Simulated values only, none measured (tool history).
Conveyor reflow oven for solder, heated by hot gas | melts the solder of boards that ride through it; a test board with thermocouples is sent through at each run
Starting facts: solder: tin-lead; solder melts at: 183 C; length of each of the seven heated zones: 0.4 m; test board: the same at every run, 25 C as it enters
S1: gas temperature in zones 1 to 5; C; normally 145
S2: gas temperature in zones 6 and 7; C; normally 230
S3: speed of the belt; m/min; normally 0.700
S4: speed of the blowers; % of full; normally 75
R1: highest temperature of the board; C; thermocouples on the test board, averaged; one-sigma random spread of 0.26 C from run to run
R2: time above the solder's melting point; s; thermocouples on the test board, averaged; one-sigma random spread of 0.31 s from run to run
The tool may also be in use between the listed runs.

{"run": 1, "hour": 0.0, "S1": 145, "S2": 230, "S3": 0.7, "S4": 75, "R1": 210.1, "R2": 46.8}
{"run": 2, "hour": 14.8, "S1": 145, "S2": 225, "S3": 0.7, "S4": 75, "R1": 206.0, "R2": 43.9}
{"run": 3, "hour": 26.2, "S1": 145, "S2": 225, "S3": 0.7, "S4": 75, "R1": 206.3, "R2": 44.2}
{"run": 4, "hour": 43.1, "S1": 145, "S2": 230, "S3": 0.7, "S4": 75, "R1": 210.2, "R2": 47.3}
{"hour": 55.1, "done": "flux residue cleaned out of gas plates and filters"}
{"run": 5, "hour": 59.0, "S1": 145, "S2": 230, "S3": 0.632, "S4": 75, "R1": 214.7, "R2": 58.1}
{"run": 6, "hour": 76.0, "S1": 145, "S2": 230, "S3": 0.632, "S4": 75, "R1": 215.1, "R2": 58.0}
{"run": 7, "hour": 100.2, "S1": 145, "S2": 230, "S3": 0.632, "S4": 75, "R1": 214.5, "R2": 57.5}
{"run": 8, "hour": 113.5, "S1": 145, "S2": 230, "S3": 0.632, "S4": 75, "R1": 214.9, "R2": 58.0}
{"run": 9, "hour": 123.8, "S1": 145, "S2": 230, "S3": 0.632, "S4": 75, "R1": 214.6, "R2": 57.2}
{"run": 10, "hour": 137.9, "S1": 145, "S2": 230, "S3": 0.632, "S4": 75, "R1": 214.9, "R2": 58.2}
{"run": 11, "hour": 152.0, "S1": 145, "S2": 230, "S3": 0.632, "S4": 75, "R1": 215.0, "R2": 58.1}
{"run": 12, "hour": 175.7, "S1": 157, "S2": 230, "S3": 0.632, "S4": 75, "R1": 217.0, "R2": 65.1}
{"run": 13, "hour": 185.9, "S1": 157, "S2": 230, "S3": 0.632, "S4": 75, "R1": 217.5, "R2": 65.8}
{"run": 14, "hour": 203.1, "S1": 145, "S2": 230, "S3": 0.7, "S4": 75, "R1": 212.1, "R2": 48.5}
{"run": 15, "hour": 224.5, "S1": 145, "S2": 230, "S3": 0.7, "S4": 75, "R1": 211.3, "R2": 49.3}
{"run": 16, "hour": 236.9, "S1": 145, "S2": 230, "S3": 0.7, "S4": 75, "R1": 211.5, "R2": 48.4}
{"run": 17, "hour": 247.4, "S1": 145, "S2": 230, "S3": 0.7, "S4": 75, "R1": 211.3, "R2": 48.6}
{"run": 18, "hour": 267.7, "S1": 151, "S2": 230, "S3": 0.7, "S4": 75, "R1": 212.0, "R2": 52.8}
{"run": 19, "hour": 279.4, "S1": 151, "S2": 230, "S3": 0.763, "S4": 75, "R1": 210.2, "R2": 45.5}
{"run": 20, "hour": 302.7, "S1": 151, "S2": 230, "S3": 0.763, "S4": 75, "R1": 210.2, "R2": 45.1}
{"run": 21, "hour": 323.6, "S1": 151, "S2": 226, "S3": 0.763, "S4": 66, "R1": 203.8, "R2": 38.7}
{"run": 22, "hour": 335.6, "S1": 155, "S2": 226, "S3": 0.761, "S4": 66, "R1": 205.3, "R2": 42.1}
{"run": 23, "hour": 355.1, "S1": 155, "S2": 230, "S3": 0.7, "S4": 57, "R1": 207.8, "R2": 48.5}

Estimate the outcome of run 24 from the log above:
{"run": 24, "hour": 371.4, "S1": 155, "S2": 230, "S3": 0.704, "S4": 57, "R1": "?", "R2": "?"}

Run 24 gave R1 207.5 C, R2 47.4 s.
If the tool had no hidden condition, the same run with the same run-to-run variation would have returned R1 207.0 C, R2 46.4 s.
